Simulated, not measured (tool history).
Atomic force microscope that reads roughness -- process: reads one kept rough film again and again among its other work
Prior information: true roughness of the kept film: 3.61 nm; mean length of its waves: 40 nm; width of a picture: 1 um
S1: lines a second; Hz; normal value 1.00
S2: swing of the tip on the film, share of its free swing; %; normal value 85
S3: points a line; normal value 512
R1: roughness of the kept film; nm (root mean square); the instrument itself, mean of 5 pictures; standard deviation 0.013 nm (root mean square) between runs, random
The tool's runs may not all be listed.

Run 1, hour 0.0: usual settings. Result: R1 2.824 nm (root mean square).
Run 2, hour 15.6: usual settings. Result: R1 2.805 nm (root mean square).
Run 3, hour 45.3: usual settings. Result: R1 3.080 nm (root mean square).
Run 4, hour 66.0: usual settings but S1 0.93 Hz. Result: R1 3.041 nm (root mean square).
Run 5, hour 87.1: usual settings but S1 0.93 Hz. Result: R1 3.011 nm (root mean square).
Run 6, hour 116.9: usual settings but S1 0.93 Hz, S2 71 %. Result: R1 3.053 nm (root mean square).
Run 7, hour 150.3: usual settings. Result: R1 2.778 nm (root mean square).
Run 8, hour 166.2: usual settings. Result: R1 2.737 nm (root mean square).
Run 9, hour 187.2: usual settings but S2 88 %. Result: R1 2.985 nm (root mean square).
Run 10, hour 204.4: usual settings but S3 550. Result: R1 2.985 nm (root mean square).
Run 11, hour 233.2: usual settings. Result: R1 2.931 nm (root mean square).
Run 12, hour 250.3: usual settings but S1 1.04 Hz. Result: R1 2.863 nm (root mean square).
Run 13, hour 277.0: usual settings but S1 1.04 Hz. Result: R1 2.782 nm (root mean square).
Run 14, hour 298.9: usual settings. Result: R1 3.050 nm (root mean square).
Run 15, hour 331.7: usual settings but S2 86 %. Result: R1 2.968 nm (root mean square).
Run 16, hour 358.7: usual settings but S2 86 %. Result: R1 2.886 nm (root mean square).
Run 17, hour 383.8: usual settings but S2 86 %. Result: R1 2.803 nm (root mean square).
Run 18, hour 405.4: usual settings but S3 613. Result: R1 2.795 nm (root mean square).
Run 19, hour 435.3: usual settings but S2 63 %. Result: R1 3.258 nm (root mean square).
Run 20, hour 471.8: usual settings. Result: R1 2.922 nm (root mean square).
Run 21, hour 507.6: usual settings but S1 0.69 Hz, S2 79 %, S3 429. Result: R1 2.992 nm (root mean square).
Run 22, hour 522.5: usual settings but S1 1.37 Hz, S2 74 %, S3 441. Result: R1 2.848 nm (root mean square).
Run 23, hour 538.9: usual settings but S1 1.37 Hz, S2 74 %, S3 441. Result: R1 2.808 nm (root mean square).
Run 24, hour 570.8: usual settings but S1 0.79 Hz, S2 68 %, S3 655. Result: R1 3.247 nm (root mean square).
Run 25, hour 598.2: usual settings but S1 3.43 Hz, S2 59 %, S3 264. Result: R1 3.021 nm (root mean square).
Run 26, hour 618.5: usual settings but S1 1.46 Hz, S2 65 %, S3 346. Result: R1 3.047 nm (root mean square).
Run 27, hour 634.2: usual settings but S1 1.46 Hz, S2 65 %, S3 346. Result: R1 3.032 nm (root mean square).
Run 28, hour 663.1: usual settings but S2 65 %. Result: R1 2.987 nm (root mean square).
Run 29, hour 694.2: usual settings but S3 860. Result: R1 3.059 nm (root mean square).
Run 30, hour 709.0: usual settings but S1 2.67 Hz, S3 327. Result: R1 2.526 nm (root mean square).
Run 31, hour 743.8: usual settings but S1 1.28 Hz, S2 66 %, S3 258. Result: R1 3.052 nm (root mean square).
Run 32, hour 761.4: usual settings but S1 1.28 Hz, S2 66 %, S3 258. Result: R1 3.006 nm (root mean square).
Run 33, hour 783.3: usual settings but S1 1.02 Hz, S2 72 %, S3 269. Result: R1 2.936 nm (root mean square).
Run 34, hour 814.4: usual settings but S1 3.35 Hz, S3 912. Result: R1 2.441 nm (root mean square).
Run 35, hour 832.0: usual settings but S1 3.35 Hz, S3 912. Result: R1 2.428 nm (root mean square).
Run 36, hour 865.9: usual settings but S1 0.90 Hz, S3 368. Result: R1 2.942 nm (root mean square).
Run 37, hour 889.6: usual settings but S1 0.90 Hz, S3 368. Result: R1 2.866 nm (root mean square).
Run 38, hour 922.5: usual settings but S1 0.57 Hz, S3 492. Result: R1 2.901 nm (root mean square).
Run 39, hour 941.1: usual settings but S1 0.64 Hz, S2 68 %, S3 889. Result: R1 3.319 nm (root mean square).
Run 40, hour 967.6: usual settings but S1 0.64 Hz, S2 68 %, S3 889. Result: R1 3.232 nm (root mean square).

Removed from this log: 10 entries logged between the listed runs. Between which two listed runs does each belong, and how does the tool's hidden state at the listed run before it compare with that at the listed run after it?
Logged between run 2 and run 3: new tip fitted (hour 45.3)
  radius of the tip, nm: 16.9 -> 5; height scale over the true one, %: -0.05 -> -0.07
  measured value less the no-hidden-state value, R1: -0.286 -> -0.002 nm (root mean square)
Logged between run 8 and run 9: new tip fitted (hour 172.5)
  radius of the tip, nm: 18.6 -> 6.8; height scale over the true one, %: -0.11 -> -0.12
  measured value less the no-hidden-state value, R1: -0.322 -> -0.048 nm (root mean square)
Logged between run 13 and run 14: new tip fitted (hour 298.9)
  radius of the tip, nm: 16.8 -> 5.6; height scale over the true one, %: -0.16 -> -0.17
  measured value less the no-hidden-state value, R1: -0.284 -> -0.021 nm (root mean square)
Logged between run 16 and run 17: height scale calibrated on a step standard (hour 362.0)
  radius of the tip, nm: 12.1 -> 14.7; height scale over the true one, %: -0.19 -> -0.32
  measured value less the no-hidden-state value, R1: -0.182 -> -0.242 nm (root mean square)
Logged between run 18 and run 19: new tip fitted (hour 426.3)
  radius of the tip, nm: 17.2 -> 6.7; height scale over the true one, %: -0.33 -> -0.34
  measured value less the no-hidden-state value, R1: -0.301 -> -0.058 nm (root mean square)
Logged between run 23 and run 24: new tip fitted (hour 555.0)
  radius of the tip, nm: 18 -> 7.1; height scale over the true one, %: -0.39 -> -0.4
  measured value less the no-hidden-state value, R1: -0.323 -> -0.071 nm (root mean square)
Logged between run 24 and run 25: height scale calibrated on a step standard, once more (hour 581.0)
  radius of the tip, nm: 7.1 -> 9.8; height scale over the true one, %: -0.4 -> -0.17
  measured value less the no-hidden-state value, R1: -0.071 -> -0.130 nm (root mean square)
Logged between run 28 and run 29: new tip fitted (hour 682.9)
  radius of the tip, nm: 16.9 -> 6.5; height scale over the true one, %: -0.19 -> -0.2
  measured value less the no-hidden-state value, R1: -0.308 -> -0.045 nm (root mean square)
Logged between run 33 and run 34: new tip fitted (hour 810.2)
  radius of the tip, nm: 16.3 -> 5.5; height scale over the true one, %: -0.24 -> -0.25
  measured value less the no-hidden-state value, R1: -0.289 -> -0.017 nm (root mean square)
Logged between run 38 and run 39: new tip fitted (hour 936.4)
  radius of the tip, nm: 17.4 -> 6.2; height scale over the true one, %: -0.29 -> -0.3
  measured value less the no-hidden-state value, R1: -0.317 -> -0.044 nm (root mean square)

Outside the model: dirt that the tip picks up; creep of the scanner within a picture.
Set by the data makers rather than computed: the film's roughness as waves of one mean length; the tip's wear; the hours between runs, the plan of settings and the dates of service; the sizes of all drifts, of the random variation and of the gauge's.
